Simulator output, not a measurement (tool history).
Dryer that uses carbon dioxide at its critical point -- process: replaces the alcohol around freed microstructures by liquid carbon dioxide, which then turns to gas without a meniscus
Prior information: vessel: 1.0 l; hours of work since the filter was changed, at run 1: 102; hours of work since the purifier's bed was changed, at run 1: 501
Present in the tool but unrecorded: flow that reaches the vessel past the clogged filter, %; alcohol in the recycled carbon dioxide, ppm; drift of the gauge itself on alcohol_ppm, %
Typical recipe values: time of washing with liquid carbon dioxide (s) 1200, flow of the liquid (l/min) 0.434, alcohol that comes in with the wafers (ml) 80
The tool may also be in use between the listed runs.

run   hour  time of washing with liquid carbon dioxide (s)  flow of the liquid (l/min)  alcohol that comes in with the wafers (ml)  hours of work since the filter was changed  hours of work since the purifier's bed was changed  alcohol left in the vessel before it's heated (ppm by volume)
  1    0.0                                            1200                       0.434                                          80                                         102                                                 501                                                            137
  2   12.3                                            1200                       0.434                                          80                                         110                                                 509                                                            132
  3   24.7                                            1200                       0.434                                          23                                         118                                                 517                                                            109
  4   45.5                                            1200                       0.434                                          37                                         132                                                 531                                                            112
  5   56.0                                            1200                       0.434                                          37                                         139                                                 538                                                            114
  6   77.1                                            1200                       0.451                                          80                                         153                                                 552                                                            136
  7   95.6                                            1200                       0.451                                          80                                         165                                                 564                                                            141
  8  110.6                                            1200                       0.451                                          80                                         175                                                 574                                                            151
  9  121.2                                            1200                       0.451                                          80                                         181                                                 581                                                            149
 10  133.5                                            1200                       0.451                                          80                                         189                                                 589                                                            155
 11  142.7                                            1200                       0.410                                          80                                         196                                                 595                                                            201
 12  161.5                                            1200                       0.410                                          80                                         208                                                 607                                                            212
 13  179.3                                            1200                       0.410                                          80                                         220                                                 619                                                            220
 14  200.4                                            1200                       0.434                                          80                                         233                                                 632                                                            191
 15  214.4                                            1200                       0.434                                          80                                         243                                                 642                                                            193
 16  235.5                                            1200                       0.434                                          80                                         256                                                 656                                                            212
 17  254.3                                            1200                       0.434                                          80                                         269                                                 668                                                            208
 18  267.3                                            1200                       0.434                                          80                                         277                                                 676                                                            219
 19  278.6                                            1200                       0.434                                          80                                         285                                                 684                                                            216
 20  290.7                                            1200                       0.434                                         113                                         293                                                 692                                                            274
 21  306.2                                            1200                       0.434                                          27                                         303                                                 702                                                            144
     311.9  -- inlet filter changed
 22  321.5                                            1200                       0.434                                          80                                           6                                                 711                                                            145
 23  337.2                                            1200                       0.434                                         119                                          17                                                 721                                                            170
 24  351.2                                            1860                       0.543                                          22                                          26                                                 731                                                            119
 25  373.2                                            1020                       0.592                                          28                                          40                                                 745                                                            122
 26  388.2                                            1080                       0.434                                          80                                          50                                                 755                                                            209
 27  398.4                                            1320                       0.289                                          80                                          57                                                 762                                                            408
 28  408.4                                            1320                       0.623                                          21                                          63                                                 768                                                            114
 29  422.1                                            1320                       0.398                                          80                                          72                                                 777                                                            168
 30  436.4                                             900                       0.394                                          39                                          82                                                 786                                                            354
 31  445.2                                            1800                       0.672                                          82                                          87                                                 792                                                            119
 32  458.3                                            1800                       0.672                                          82                                          96                                                 801                                                            124
 33  472.5                                            1200                       0.505                                          81                                         105                                                 810                                                            155
 34  483.3                                            1500                       0.654                                          93                                         112                                                 817                                                            131
 35  500.8                                            1200                       0.419                                         107                                         124                                                 829                                                            220
 36  510.0                                            1200                       0.419                                         107                                         130                                                 835                                                            227
 37  523.0                                            1200                       0.419                                         107                                         138                                                 843                                                            232
 38  542.3                                             780                       0.265                                          42                                         151                                                 856                                                           2402
 39  563.1                                            1440                       0.611                                          23                                         165                                                 870                                                            140
 40  575.8                                            1440                       0.611                                          23                                         173                                                 878                                                            131
 41  589.9                                            1680                       0.284                                          23                                         182                                                 887                                                            166
 42  600.4                                            1680                       0.284                                          23                                         189                                                 894                                                            170
 43  614.7                                            1800                       0.284                                          71                                         198                                                 903                                                            203

Results per run with the tool's hidden condition removed, run-to-run variation unchanged:
run  alcohol left in the vessel before it's heated (ppm by volume)
  1                                                             42
  2                                                             34
  3                                                             25
  4                                                             17
  5                                                             21
  6                                                             31
  7                                                             28
  8                                                             35
  9                                                             34
 10                                                             34
 11                                                             54
 12                                                             53
 13                                                             53
 14                                                             39
 15                                                             37
 16                                                             51
 17                                                             43
 18                                                             46
 19                                                             41
 20                                                             56
 21                                                             10
 22                                                             39
 23                                                             60
 24                                                             10
 25                                                             10
 26                                                             83
 27                                                            251
 28                                                              1
 29                                                             42
 30                                                            192
 31                                                              3
 32                                                              8
 33                                                             30
 34                                                             13
 35                                                             66
 36                                                             64
 37                                                             69
 38                                                           1791
 39                                                             10
 40                                                              2
 41                                                             21
 42                                                             21
 43                                                             37
